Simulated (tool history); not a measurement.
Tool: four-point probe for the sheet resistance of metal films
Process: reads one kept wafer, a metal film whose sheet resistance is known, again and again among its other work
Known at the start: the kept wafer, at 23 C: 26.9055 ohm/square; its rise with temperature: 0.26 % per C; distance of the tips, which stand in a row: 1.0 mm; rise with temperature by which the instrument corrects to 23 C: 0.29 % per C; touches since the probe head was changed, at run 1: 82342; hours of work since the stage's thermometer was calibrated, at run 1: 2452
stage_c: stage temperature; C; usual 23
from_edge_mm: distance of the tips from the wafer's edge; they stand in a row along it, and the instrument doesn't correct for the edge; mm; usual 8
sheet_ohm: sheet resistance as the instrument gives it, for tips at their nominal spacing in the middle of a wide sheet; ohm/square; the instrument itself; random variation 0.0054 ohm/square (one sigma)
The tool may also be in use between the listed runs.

run	hour	stage_c	from_edge_mm	touches since the probe head was changed	hours of work since the stage's thermometer was calibrated	sheet_ohm
1	0	23	8	82342	2452	26.825245
2	55.9	23	8	83865	2493	26.824225
3	117.7	23	8	85546	2538	26.818651
4	177.2	23	8	87167	2581	26.81637
5	264.3	23	8	89537	2644	26.818828
6	302.2	23	8	90568	2672	26.799121
7	375.8	23	8	92571	2726	26.797482
8	422.9	23	8	93853	2760	26.797879
9	498.6	23	8	95915	2815	26.795773
# hour 570.8: stage's thermometer calibrated
10	586.1	23	8	98284	11	26.855415
11	621.3	23	8	99240	37	26.855886
12	708.5	23	8	101614	100	26.840126
13	754.8	18	8	102873	134	26.891024
14	840.7	18	8	105213	197	26.877276
15	928.3	18	8	107598	260	26.871062
16	985.3	26	8	109149	302	26.805004
17	1055.9	23	36	111070	353	26.616012
18	1091.5	33	8	112041	379	26.75192
19	1157.6	33	8	113839	427	26.73387
20	1239.7	18	8	116073	487	26.861752
21	1283.6	18	8	117267	519	26.855813
22	1321.9	18	8	118311	547	26.845401
23	1390.1	18	8	120166	597	26.853783
24	1428	26	12	121199	624	26.651375
25	1512.9	35	5	123509	686	27.036992
26	1583.5	35	5	125431	737	27.034553
27	1644.9	35	5	127102	782	27.027706
28	1705.6	20	9	128756	826	26.761984
29	1773	31	7	130589	875	26.782263
30	1850.6	20	19	132703	932	26.60546
31	1906.6	29	8	134225	973	26.726436
32	1970.2	28	13	135957	1019	26.594136
33	2043.4	28	13	137949	1072	26.582524
34	2096.4	28	13	139392	1111	26.589718
35	2165.2	19	37	141265	1161	26.57433
36	2211.7	19	37	142530	1195	26.562993
37	2268.6	27	43	144079	1236	26.492048
38	2341.6	21	34	146068	1290	26.560755
39	2421.6	21	34	148245	1348	26.539001
40	2490	21	34	150108	1398	26.540248
41	2559.1	27	8	151987	1448	26.700375
42	2630.1	27	8	153920	1500	26.693109
43	2699.8	27	8	155817	1550	26.692454
44	2771.2	20	4	157762	1602	27.37666

Forecast each of these 3 alternatives for the next run:
A	2853.5	19	4	160002	1662	?
B	2853.5	22	18	160002	1662	?
C	2853.5	21	11	160002	1662	?

run	sheet_ohm
A	27.394851
B	26.536172
C	26.612861
Without the tool's hidden state the same runs would have given:
run	sheet_ohm
A	27.821498
B	26.95012
C	27.028012

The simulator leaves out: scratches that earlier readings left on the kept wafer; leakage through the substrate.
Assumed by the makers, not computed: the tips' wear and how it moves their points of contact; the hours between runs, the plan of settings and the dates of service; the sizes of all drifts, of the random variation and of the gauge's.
